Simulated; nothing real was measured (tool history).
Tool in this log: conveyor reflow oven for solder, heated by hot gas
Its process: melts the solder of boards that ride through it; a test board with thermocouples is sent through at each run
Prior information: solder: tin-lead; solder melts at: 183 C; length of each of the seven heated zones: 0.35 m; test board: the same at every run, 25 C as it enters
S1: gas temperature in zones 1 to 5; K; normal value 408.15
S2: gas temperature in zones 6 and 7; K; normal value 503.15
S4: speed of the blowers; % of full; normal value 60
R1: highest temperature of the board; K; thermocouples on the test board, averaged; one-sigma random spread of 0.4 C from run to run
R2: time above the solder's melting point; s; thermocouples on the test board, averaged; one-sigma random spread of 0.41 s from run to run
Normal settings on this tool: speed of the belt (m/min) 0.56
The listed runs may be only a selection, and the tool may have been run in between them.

run 1 hour=0 | S1=408.15 S2=503.15 speed_of_the_belt_(m/min)=0.56 S4=60 | R1=484.55 R2=50.3
run 2 hour=10.3 | S1=408.15 S2=503.15 speed_of_the_belt_(m/min)=0.56 S4=60 | R1=484.25 R2=50.9
run 3 hour=30.2 | S1=408.15 S2=503.15 speed_of_the_belt_(m/min)=0.56 S4=60 | R1=485.15 R2=50.3
run 4 hour=53.6 | S1=408.15 S2=498.15 speed_of_the_belt_(m/min)=0.56 S4=60 | R1=480.95 R2=45.9
run 5 hour=67.6 | S1=398.15 S2=498.15 speed_of_the_belt_(m/min)=0.56 S4=60 | R1=478.45 R2=41
run 6 hour=85.4 | S1=398.15 S2=498.15 speed_of_the_belt_(m/min)=0.56 S4=60 | R1=478.95 R2=40.6
run 7 hour=107 | S1=398.15 S2=498.15 speed_of_the_belt_(m/min)=0.56 S4=60 | R1=478.75 R2=40.9
run 8 hour=117.1 | S1=398.15 S2=498.15 speed_of_the_belt_(m/min)=0.56 S4=60 | R1=478.85 R2=40.4
run 9 hour=131.9 | S1=398.15 S2=498.15 speed_of_the_belt_(m/min)=0.56 S4=60 | R1=478.25 R2=40.6
run 10 hour=144.5 | S1=417.15 S2=498.15 speed_of_the_belt_(m/min)=0.569 S4=60 | R1=482.45 R2=49.8
run 11 hour=158.5 | S1=408.15 S2=503.15 speed_of_the_belt_(m/min)=0.56 S4=80 | R1=488.95 R2=55.5
run 12 hour=178.1 | S1=408.15 S2=503.15 speed_of_the_belt_(m/min)=0.56 S4=80 | R1=488.95 R2=55.1

Forecast each of these 3 alternatives for the next run:
run A hour=199.8 | S1=398.15 S2=503.15 speed_of_the_belt_(m/min)=0.56 S4=89 | R1=? R2=?
run B hour=199.8 | S1=408.15 S2=503.15 speed_of_the_belt_(m/min)=0.655 S4=74 | R1=? R2=?
run C hour=199.8 | S1=408.15 S2=492.15 speed_of_the_belt_(m/min)=0.455 S4=60 | R1=? R2=?

run=A R1=490.15 R2=52
run=B R1=483.35 R2=40.3
run=C R1=482.05 R2=60.2
What these runs would have given with no unlogged condition in the tool:
run=A R1=490.15 R2=52.1
run=B R1=483.35 R2=40.3
run=C R1=482.15 R2=60.2
